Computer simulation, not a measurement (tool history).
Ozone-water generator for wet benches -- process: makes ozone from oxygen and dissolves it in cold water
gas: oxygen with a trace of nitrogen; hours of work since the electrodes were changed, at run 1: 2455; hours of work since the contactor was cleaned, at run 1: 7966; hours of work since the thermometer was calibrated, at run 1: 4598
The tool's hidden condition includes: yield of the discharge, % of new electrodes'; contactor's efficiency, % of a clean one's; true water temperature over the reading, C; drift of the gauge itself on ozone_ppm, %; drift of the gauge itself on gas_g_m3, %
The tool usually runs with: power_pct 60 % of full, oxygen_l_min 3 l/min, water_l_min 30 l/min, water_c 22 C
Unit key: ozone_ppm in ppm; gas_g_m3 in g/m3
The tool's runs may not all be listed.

| run | hour | power_pct | oxygen_l_min | water_l_min | water_c | hours of work since the electrodes were changed | hours of work since the contactor was cleaned | hours of work since the thermometer was calibrated | ozone_ppm | gas_g_m3 |
|---|---|---|---|---|---|---|---|---|---|---|
| 1 | 0 | 60 | 3 | 30 | 22 | 2455 | 7966 | 4598 | 10.6 | 190.6 |
|  | 83 | contactor cleaned |
| 2 | 236.6 | 60 | 2 | 30 | 22 | 2680 | 149 | 4823 | 9 | 220.8 |
| 3 | 393.5 | 60 | 3 | 30 | 14 | 2832 | 300 | 4975 | 11.6 | 189.4 |
| 4 | 559.8 | 60 | 3 | 30 | 22 | 2993 | 461 | 5136 | 10.8 | 190.9 |
| 5 | 743.6 | 60 | 3 | 30 | 22 | 3171 | 639 | 5314 | 10.8 | 190.4 |
| 6 | 956.8 | 60 | 3 | 30 | 22 | 3377 | 845 | 5520 | 10.7 | 189.9 |
|  | 1045.2 | water thermometer calibrated |
| 7 | 1126.4 | 79 | 3 | 30 | 22 | 3541 | 1009 | 79 | 13.5 | 239.7 |
| 8 | 1358 | 79 | 3 | 30 | 22 | 3765 | 1233 | 303 | 13.5 | 238.3 |
| 9 | 1455.9 | 60 | 3 | 30 | 22 | 3860 | 1328 | 397 | 10.9 | 187.6 |
| 10 | 1610.5 | 60 | 3 | 30 | 27 | 4009 | 1478 | 547 | 10.5 | 187.4 |
| 11 | 1815.4 | 60 | 3 | 30 | 22 | 4208 | 1676 | 745 | 10.7 | 185.9 |
| 12 | 1949.1 | 60 | 3 | 30 | 22 | 4337 | 1805 | 875 | 10.8 | 188.1 |
| 13 | 2062.8 | 60 | 3 | 30 | 22 | 4447 | 1915 | 985 | 10.7 | 188.8 |
| 14 | 2251.9 | 60 | 3 | 30 | 22 | 4630 | 2098 | 1168 | 10.9 | 187.1 |
| 15 | 2429.2 | 88 | 3 | 30 | 22 | 4801 | 2270 | 1339 | 14.9 | 259.5 |
| 16 | 2627.2 | 88 | 3 | 30 | 22 | 4993 | 2461 | 1531 | 14.8 | 256.6 |
| 17 | 2730 | 68 | 3 | 30 | 22 | 5092 | 2561 | 1630 | 11.8 | 207.3 |
| 18 | 2935.2 | 60 | 1.53 | 30 | 22 | 5291 | 2759 | 1829 | 8 | 240.5 |
| 19 | 3038.4 | 60 | 1.53 | 30 | 22 | 5391 | 2859 | 1929 | 8.2 | 235.2 |
| 20 | 3217.7 | 60 | 1.53 | 30 | 22 | 5564 | 3033 | 2102 | 8.1 | 238.1 |
| 21 | 3410.5 | 60 | 1.53 | 30 | 22 | 5751 | 3219 | 2289 | 7.9 | 237 |
| 22 | 3602 | 61 | 1.53 | 30 | 22 | 5936 | 3405 | 2474 | 8.3 | 241.4 |
| 23 | 3752.1 | 73 | 2.51 | 29 | 28 | 6082 | 3550 | 2619 | 11.8 | 233.9 |
| 24 | 3928.1 | 64 | 3.03 | 29 | 15 | 6252 | 3720 | 2790 | 12.6 | 194.3 |

Run 25 is up next; what results do you expect?
| 25 | 4096.9 | 60 | 3 | 19 | 28 | 6415 | 3883 | 2953 | ? | ? |

Run 25 produced ozone_ppm 15 ppm, gas_g_m3 184.4 g/m3.
If the tool had no hidden condition, the same run with the same run-to-run variation would have returned ozone_ppm 15 ppm, gas_g_m3 188.7 g/m3.
